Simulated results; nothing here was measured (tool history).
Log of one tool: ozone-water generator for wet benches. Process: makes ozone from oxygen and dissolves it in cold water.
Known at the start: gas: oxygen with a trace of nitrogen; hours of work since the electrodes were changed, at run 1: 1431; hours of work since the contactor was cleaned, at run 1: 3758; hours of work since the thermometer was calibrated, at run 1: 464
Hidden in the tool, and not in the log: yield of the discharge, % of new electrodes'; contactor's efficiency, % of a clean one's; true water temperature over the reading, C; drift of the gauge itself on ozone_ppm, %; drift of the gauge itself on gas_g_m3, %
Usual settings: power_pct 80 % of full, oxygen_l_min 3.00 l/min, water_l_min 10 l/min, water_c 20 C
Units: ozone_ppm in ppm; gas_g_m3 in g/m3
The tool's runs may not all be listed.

run	hour	power_pct	oxygen_l_min	water_l_min	water_c	hours of work since the electrodes were changed	hours of work since the contactor was cleaned	hours of work since the thermometer was calibrated	ozone_ppm	gas_g_m3
1	0.0	80	3.00	10	20	1431	3758	464	20.5	175.5
2	97.7	80	3.00	10	20	1495	3823	528	20.8	176.9
3	142.5	80	3.00	10	20	1525	3852	558	20.6	175.9
4	184.5	80	3.00	10	20	1553	3880	586	20.5	177.3
5	280.0	80	3.00	10	20	1616	3944	649	20.4	177.2
6	348.9	80	3.00	10	20	1662	3989	695	20.2	176.0
7	422.3	80	3.00	10	20	1711	4038	744	20.4	174.7
8	518.2	80	3.00	10	20	1774	4102	808	20.3	174.4
9	614.4	80	3.00	10	20	1838	4166	871	20.2	172.9
10	691.9	80	3.00	10	20	1890	4217	923	19.9	176.1
11	781.0	80	3.00	10	20	1949	4276	982	19.9	173.3
12	857.8	80	3.00	8	20	2000	4327	1033	23.1	172.1
13	943.1	80	3.00	8	20	2056	4384	1090	23.3	172.2
14	1030.0	80	3.00	8	20	2114	4441	1147	22.5	172.4
15	1103.9	80	3.00	8	20	2163	4490	1196	22.5	170.9
16	1161.3	93	4.98	10	23	2201	4529	1234	19.2	141.4
17	1206.4	93	4.98	10	23	2231	4558	1264	19.3	143.3
18	1274.3	93	4.98	10	23	2276	4603	1309	19.0	141.8
19	1319.5	93	4.98	10	23	2306	4633	1339	19.2	143.4
20	1389.4	93	3.51	10	23	2353	4680	1386	20.1	173.8
21	1462.0	66	3.51	10	23	2401	4728	1434	16.1	136.8
22	1509.2	83	3.60	8	27	2432	4759	1465	19.4	154.8
23	1559.9	80	4.46	10	20	2466	4793	1499	18.5	136.0
24	1630.2	80	4.46	10	13	2512	4840	1546	20.8	136.3
25	1684.6	80	4.46	10	13	2549	4876	1582	21.2	134.4

Forecast each of these 5 alternatives for the next run:
A	1762.5	80	3.66	10	20	2600	4927	1633	?	?
B	1762.5	80	4.46	10	13	2600	4927	1633	?	?
C	1762.5	80	2.12	15	16	2600	4927	1633	?	?
D	1762.5	69	3.00	14	20	2600	4927	1633	?	?
E	1762.5	80	1.93	10	20	2600	4927	1633	?	?

run	ozone_ppm	gas_g_m3
A	18.9	150.0
B	21.2	134.9
C	14.0	201.9
D	13.7	151.2
E	19.2	213.2
Without the tool's hidden state the same runs would have given:
run	ozone_ppm	gas_g_m3
A	22.8	168.6
B	25.6	151.6
C	17.1	226.7
D	16.5	167.9
E	23.2	239.5
